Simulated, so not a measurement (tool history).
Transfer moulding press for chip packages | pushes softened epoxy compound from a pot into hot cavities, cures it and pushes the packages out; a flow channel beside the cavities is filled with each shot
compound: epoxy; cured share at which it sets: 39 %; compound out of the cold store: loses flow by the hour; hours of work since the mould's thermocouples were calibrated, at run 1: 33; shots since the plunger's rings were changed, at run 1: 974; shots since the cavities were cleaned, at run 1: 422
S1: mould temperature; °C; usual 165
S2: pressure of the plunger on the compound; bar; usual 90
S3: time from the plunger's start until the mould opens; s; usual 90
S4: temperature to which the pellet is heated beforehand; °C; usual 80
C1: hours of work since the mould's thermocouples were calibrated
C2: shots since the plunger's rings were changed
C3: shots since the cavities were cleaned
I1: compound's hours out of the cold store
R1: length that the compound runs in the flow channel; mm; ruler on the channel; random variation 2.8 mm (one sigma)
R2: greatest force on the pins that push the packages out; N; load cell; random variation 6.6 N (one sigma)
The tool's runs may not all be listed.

Run 1, hour 0: usual settings; C1 33; C2 974; C3 422; I1 20.2. Result: R1 575 mm, R2 278 N.
Run 2, hour 27.6: usual settings; C1 45; C2 1244; C3 692; I1 13.7. Result: R1 585 mm, R2 286 N.
Run 3, hour 57: usual settings; C1 58; C2 1530; C3 978; I1 16.4. Result: R1 582 mm, R2 267 N.
At hour 76.2: cavities cleaned with cleaning compound and waxed.
Run 4, hour 124: usual settings; C1 88; C2 2169; C3 466; I1 26.9. Result: R1 564 mm, R2 263 N.
Run 5, hour 169.4: usual settings but S2 100 bar; C1 109; C2 2613; C3 910; I1 46.6. Result: R1 569 mm, R2 264 N.
At hour 191.9: cavities cleaned with cleaning compound and waxed.
Run 6, hour 236.4: usual settings but S2 100 bar; C1 139; C2 3251; C3 434; I1 45.8. Result: R1 570 mm, R2 260 N.
Run 7, hour 280.8: usual settings but S2 100 bar; C1 159; C2 3684; C3 867; I1 40.6. Result: R1 581 mm, R2 257 N.
At hour 311.1: cavities cleaned with cleaning compound and waxed.
At hour 330.7: plunger's sealing rings changed.
Run 8, hour 340.5: usual settings but S2 100 bar; C1 184; C2 95; C3 262; I1 32.6. Result: R1 588 mm, R2 263 N.
Run 9, hour 388.9: usual settings but S1 163 °C; C1 206; C2 568; C3 735; I1 32.7. Result: R1 566 mm, R2 307 N.
At hour 428.5: cavities cleaned with cleaning compound and waxed.
Run 10, hour 442.3: usual settings but S2 85.5 bar; C1 230; C2 1074; C3 135; I1 15.9. Result: R1 566 mm, R2 289 N.
Run 11, hour 480.2: usual settings but S2 85.5 bar; C1 247; C2 1443; C3 504; I1 8.5. Result: R1 577 mm, R2 281 N.
At hour 545: cavities cleaned with cleaning compound and waxed.
Run 12, hour 545.9: usual settings but S1 170 °C; C1 276; C2 2070; C3 9; I1 29.6. Result: R1 553 mm, R2 186 N.
Run 13, hour 587.1: usual settings but S1 170 °C; C1 295; C2 2471; C3 410; I1 15.2. Result: R1 574 mm, R2 186 N.
Run 14, hour 629.6: usual settings; C1 314; C2 2886; C3 825; I1 43.5. Result: R1 545 mm, R2 271 N.
At hour 661.7: cavities cleaned with cleaning compound and waxed.
Run 15, hour 678.6: usual settings; C1 336; C2 3349; C3 165; I1 33.9. Result: R1 560 mm, R2 264 N.
Run 16, hour 736.9: usual settings; C1 362; C2 3917; C3 733; I1 22.1. Result: R1 572 mm, R2 274 N.
At hour 761.1: plunger's sealing rings changed.
At hour 781.9: cavities cleaned with cleaning compound and waxed.
Run 17, hour 781.9: usual settings but S2 94.5 bar; C1 381; C2 188; C3 0; I1 44.1. Result: R1 558 mm, R2 255 N.
Run 18, hour 824.3: usual settings but S2 94.5 bar; C1 400; C2 602; C3 414; I1 43.3. Result: R1 560 mm, R2 260 N.
Run 19, hour 877.8: usual settings but S2 94.5 bar; C1 424; C2 1124; C3 936; I1 20.3. Result: R1 592 mm, R2 277 N.
At hour 899.6: cavities cleaned with cleaning compound and waxed.
Run 20, hour 907.1: usual settings but S2 94.5 bar; C1 437; C2 1395; C3 72; I1 10.9. Result: R1 601 mm, R2 273 N.
Run 21, hour 969.5: usual settings but S3 128 s, S4 71 °C; C1 465; C2 2004; C3 681; I1 43.7. Result: R1 548 mm, R2 160 N.
Run 22, hour 997.4: usual settings but S3 128 s, S4 71 °C; C1 478; C2 2276; C3 953; I1 13.9. Result: R1 584 mm, R2 165 N.
At hour 1015.4: cavities cleaned with cleaning compound and waxed.
Run 23, hour 1058.6: usual settings but S1 167 °C, S2 68.5 bar, S3 130 s, S4 78 °C; C1 505; C2 2859; C3 422; I1 47.4. Result: R1 469 mm, R2 154 N.
Run 24, hour 1113.2: usual settings but S1 167 °C, S2 68.5 bar, S3 130 s, S4 78 °C; C1 530; C2 3391; C3 954; I1 33. Result: R1 485 mm, R2 159 N.
At hour 1132.3: cavities cleaned with cleaning compound and waxed.
Run 25, hour 1143.5: usual settings but S3 117 s; C1 543; C2 3672; C3 109; I1 25. Result: R1 570 mm, R2 171 N.
At hour 1194.2: plunger's sealing rings changed.
Run 26, hour 1195.5: usual settings but S3 117 s; C1 566; C2 13; C3 592; I1 24.5. Result: R1 576 mm, R2 165 N.
At hour 1252.1: cavities cleaned with cleaning compound and waxed.
At hour 1262.4: mould's thermocouples calibrated.
Run 27, hour 1264.3: usual settings but S1 162 °C, S2 82.3 bar, S3 116 s, S4 73 °C; C1 1; C2 650; C3 100; I1 15.5. Result: R1 569 mm, R2 208 N.
Run 28, hour 1304.8: usual settings but S1 162 °C, S2 82.3 bar, S3 116 s, S4 73 °C; C1 19; C2 1044; C3 494; I1 14.3. Result: R1 568 mm, R2 203 N.

4 ways to go on from here, each from the tool as it stands after run 28. What would each give?
At hour 1372.2: cavities cleaned with cleaning compound and waxed.
Run A, hour 1372.2: usual settings but S1 161 °C, S2 82.3 bar, S3 116 s, S4 73 °C; C1 49; C2 1687; C3 0; I1 17.8. Result: R1 ?, R2 ?.
At hour 1372.2: cavities cleaned with cleaning compound and waxed.
Run B, hour 1372.2: usual settings but S2 73.6 bar, S3 103 s; C1 49; C2 1687; C3 0; I1 11.8. Result: R1 ?, R2 ?.
At hour 1372.2: cavities cleaned with cleaning compound and waxed.
Run C, hour 1372.2: usual settings but S1 171 °C, S2 82.3 bar, S3 75 s, S4 73 °C; C1 49; C2 1687; C3 0; I1 25.7. Result: R1 ?, R2 ?.
At hour 1372.2: cavities cleaned with cleaning compound and waxed.
Run D, hour 1372.2: usual settings but S1 162 °C, S2 89.7 bar, S3 116 s, S4 73 °C; C1 49; C2 1687; C3 0; I1 47.9. Result: R1 ?, R2 ?.

run   R1   R2
  A  565  221
  B  528  210
  C  527  266
  D  553  189
Without the tool's hidden state the same runs would have given:
run   R1   R2
  A  565  221
  B  528  210
  C  527  266
  D  553  189
